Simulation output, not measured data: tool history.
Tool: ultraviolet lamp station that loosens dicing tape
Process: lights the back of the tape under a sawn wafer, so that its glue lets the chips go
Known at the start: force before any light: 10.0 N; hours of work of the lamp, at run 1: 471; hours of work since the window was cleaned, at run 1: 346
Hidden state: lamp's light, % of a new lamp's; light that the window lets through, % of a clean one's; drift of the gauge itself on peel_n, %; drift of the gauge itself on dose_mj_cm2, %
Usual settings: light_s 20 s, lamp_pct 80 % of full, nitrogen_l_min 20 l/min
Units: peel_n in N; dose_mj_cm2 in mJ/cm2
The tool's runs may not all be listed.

run   hour  light_s  lamp_pct  nitrogen_l_min  hours of work of the lamp  hours of work since the window was cleaned  peel_n  dose_mj_cm2
  1    0.0       20        80              20                        471                                         346   0.338          304
  2   25.4       20        80              20                        483                                         358   0.350          304
  3   52.8       20        80              20                        496                                         371   0.343          303
  4   82.0       20        80              20                        509                                         384   0.324          305
  5  107.0       20       100              20                        521                                         396   0.260          386
  6  125.8       20        80              20                        530                                         405   0.330          307
  7  151.4       20        80              20                        542                                         417   0.329          303
  8  175.2       20        80              20                        553                                         428   0.348          303
  9  189.4       20        80              20                        560                                         434   0.322          305
 10  219.0       20        80              20                        574                                         448   0.346          303
 11  246.6       20        80              20                        586                                         461   0.333          310
 12  274.0       20        80              20                        599                                         474   0.341          306
 13  288.1       20        80              20                        606                                         481   0.337          305
 14  312.6       20        80              20                        617                                         492   0.331          304
 15  330.5       20        80              20                        626                                         500   0.332          310
 16  350.4       20        87              20                        635                                         510   0.306          331
 17  369.4       20        80              20                        644                                         519   0.336          308
 18  387.0       15        80              20                        652                                         527   0.544          229
 19  402.0       37        80              36                        659                                         534   0.224          570
 20  429.7       13        99              20                        672                                         547   0.482          246
 21  451.5       20        80               6                        682                                         557   0.882          307
 22  477.3       20        80               6                        694                                         569   0.913          305
 23  496.2       20        80               6                        703                                         578   0.916          308
 24  526.1       20        80               6                        717                                         592   0.878          302
 25  540.4       29        84              27                        724                                         599   0.233          465
 26  555.7       29        97              26                        731                                         606   0.207          536
 27  583.4       23        71              12                        744                                         619   0.451          317
 28  614.3       20        96              20                        759                                         633   0.261          363
 29  629.8       11        66              15                        766                                         641   1.778          138
 30  650.4       20        68              37                        775                                         650   0.310          265
     653.8  -- window cleaned of glue's vapour
 31  665.8       20        68              37                        782                                           6   0.312          259
 32  693.0       20        84              24                        795                                          18   0.293          325
 33  718.3       34        91              40                        807                                          30   0.207          588

How the hidden state differs across the entries between the runs, from the last listed run before each to the first after it:
Between runs 30 and 31: window cleaned of glue's vapour (hour 653.8)
  no hidden state differs between the two runs
